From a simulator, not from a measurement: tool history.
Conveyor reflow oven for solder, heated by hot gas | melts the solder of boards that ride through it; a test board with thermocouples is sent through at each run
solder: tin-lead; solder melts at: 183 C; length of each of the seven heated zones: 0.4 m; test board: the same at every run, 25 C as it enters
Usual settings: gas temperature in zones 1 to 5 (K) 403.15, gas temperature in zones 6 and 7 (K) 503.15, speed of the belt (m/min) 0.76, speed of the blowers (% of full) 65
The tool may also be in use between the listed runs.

| run | hour | gas temperature in zones 1 to 5 (K) | gas temperature in zones 6 and 7 (K) | speed of the belt (m/min) | speed of the blowers (% of full) | highest temperature of the board (K) | time above the solder's melting point (s) |
|---|---|---|---|---|---|---|---|
| 1 | 0 | 403.15 | 503.15 | 0.76 | 65 | 482.85 | 39.8 |
| 2 | 43.3 | 398.15 | 503.15 | 0.76 | 65 | 481.85 | 37.4 |
| 3 | 71.3 | 398.15 | 503.15 | 0.76 | 65 | 482.05 | 37.1 |
| 4 | 98.3 | 403.15 | 513.15 | 0.76 | 65 | 491.15 | 44.5 |
| 5 | 120.5 | 403.15 | 503.15 | 0.76 | 65 | 481.85 | 39.3 |
| 6 | 156.5 | 403.15 | 503.15 | 0.76 | 65 | 482.85 | 38.8 |
| 7 | 180.4 | 403.15 | 511.15 | 0.76 | 65 | 488.75 | 44.1 |
| 8 | 207 | 403.15 | 503.15 | 0.85 | 65 | 478.05 | 30 |
| 9 | 245.4 | 403.15 | 508.15 | 0.76 | 65 | 486.05 | 42 |
| 10 | 274.2 | 403.15 | 508.15 | 0.76 | 65 | 485.85 | 41.5 |
| 11 | 309.1 | 403.15 | 508.15 | 0.76 | 65 | 485.65 | 41.9 |
| 12 | 338.9 | 403.15 | 502.15 | 0.76 | 65 | 480.55 | 37 |
| 13 | 366.9 | 403.15 | 502.15 | 0.76 | 65 | 481.05 | 37.5 |
| 14 | 398.7 | 403.15 | 503.15 | 0.76 | 65 | 481.55 | 37.8 |
| 15 | 438.9 | 403.15 | 503.15 | 0.76 | 65 | 481.25 | 38.3 |
| 16 | 476.6 | 403.15 | 503.15 | 0.76 | 65 | 480.85 | 37 |
| 17 | 514.5 | 397.15 | 503.15 | 0.76 | 65 | 479.85 | 34.7 |
| 18 | 552 | 397.15 | 503.15 | 0.76 | 65 | 479.65 | 34.8 |

The next listed run, before its measurement:
| 19 | 572.9 | 389.15 | 494.15 | 0.777 | 77 | ? | ? |

Run 19 gave highest temperature of the board (K) 471.85, time above the solder's melting point (s) 24.7.
Without the tool's hidden state the same run would have given highest temperature of the board (K) 475.65, time above the solder's melting point (s) 29.1.
